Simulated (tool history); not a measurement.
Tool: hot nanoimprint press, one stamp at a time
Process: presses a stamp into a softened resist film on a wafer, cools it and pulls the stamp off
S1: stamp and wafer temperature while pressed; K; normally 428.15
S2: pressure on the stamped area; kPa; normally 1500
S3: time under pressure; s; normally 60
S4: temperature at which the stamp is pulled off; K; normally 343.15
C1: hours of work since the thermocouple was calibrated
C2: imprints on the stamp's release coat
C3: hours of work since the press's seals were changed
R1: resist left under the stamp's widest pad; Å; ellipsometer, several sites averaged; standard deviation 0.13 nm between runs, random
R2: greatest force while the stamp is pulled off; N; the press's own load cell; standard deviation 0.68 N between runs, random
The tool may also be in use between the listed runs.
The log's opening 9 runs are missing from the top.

| run | day | S1 | S2 | S3 | S4 | C1 | C2 | C3 | R1 | R2 |
|---|---|---|---|---|---|---|---|---|---|---|
| 10 | 2.633 | 428.15 | 1500 | 60 | 343.15 | 339 | 128 | 72 | 957 | 102.2 |
| 11 | 2.908 | 428.15 | 1500 | 60 | 343.15 | 343 | 150 | 76 | 958 | 105.4 |
| 12 | 3.262 | 428.15 | 1240 | 60 | 343.15 | 349 | 179 | 82 | 1054 | 103.2 |
| 13 | 3.467 | 428.15 | 1240 | 60 | 343.15 | 352 | 196 | 85 | 1051 | 105.2 |
| 14 | 3.675 | 428.15 | 1240 | 60 | 343.15 | 355 | 213 | 88 | 1050 | 104.7 |
| 15 | 3.838 | 428.15 | 1240 | 36 | 343.15 | 357 | 226 | 90 | 1260 | 104.8 |
| 16 | 4.079 | 428.15 | 1240 | 36 | 343.15 | 361 | 246 | 94 | 1260 | 104.7 |
| 17 | 4.458 | 428.15 | 1390 | 36 | 330.15 | 367 | 276 | 100 | 1193 | 117.3 |
| 18 | 4.796 | 422.15 | 1500 | 60 | 336.15 | 372 | 304 | 105 | 1163 | 113.8 |
| 19 | 4.988 | 422.15 | 1500 | 60 | 336.15 | 375 | 319 | 108 | 1160 | 113.2 |
| 20 | 5.238 | 422.15 | 1500 | 81 | 350.15 | 379 | 340 | 112 | 1039 | 98.9 |
| 21 | 5.629 | 428.15 | 1500 | 60 | 336.15 | 385 | 372 | 118 | 955 | 112.2 |
|  | 5.771 | plate thermocouple calibrated |
| 22 | 5.958 | 428.15 | 1500 | 60 | 336.15 | 3 | 388 | 121 | 937 | 114.0 |
| 23 | 6.279 | 428.15 | 1960 | 44 | 336.15 | 8 | 414 | 125 | 918 | 114.8 |
| 24 | 6.654 | 428.15 | 1960 | 44 | 336.15 | 13 | 445 | 131 | 917 | 115.4 |
| 25 | 6.871 | 428.15 | 1960 | 44 | 336.15 | 17 | 462 | 134 | 918 | 114.5 |
| 26 | 7.046 | 418.15 | 1460 | 38 | 332.15 | 19 | 477 | 137 | 1512 | 118.0 |
| 27 | 7.371 | 418.15 | 1460 | 38 | 332.15 | 24 | 503 | 142 | 1512 | 120.3 |
| 28 | 7.583 | 418.15 | 1460 | 61 | 332.15 | 27 | 520 | 145 | 1305 | 119.1 |
| 29 | 7.779 | 418.15 | 1460 | 61 | 332.15 | 30 | 536 | 148 | 1303 | 119.0 |
|  | 8.017 | plate thermocouple calibrated, once more |
| 30 | 8.296 | 418.15 | 1460 | 61 | 332.15 | 4 | 568 | 154 | 1384 | 122.8 |

Predict each of these 3 candidate next runs independently; none follows another, all start after run 30:
| A | 8.688 | 425.15 | 2200 | 61 | 329.15 | 10 | 600 | 160 | ? | ? |
| B | 8.688 | 424.15 | 2170 | 60 | 339.15 | 10 | 600 | 160 | ? | ? |
| C | 8.688 | 428.15 | 1240 | 60 | 339.15 | 10 | 600 | 160 | ? | ? |

| run | R1 | R2 |
|---|---|---|
| A | 898 | 126.9 |
| B | 944 | 116.6 |
| C | 1091 | 117.0 |
Had the tool no hidden state, the same runs would have come out as:
| run | R1 | R2 |
|---|---|---|
| A | 897 | 115.4 |
| B | 943 | 106.1 |
| C | 1093 | 106.5 |
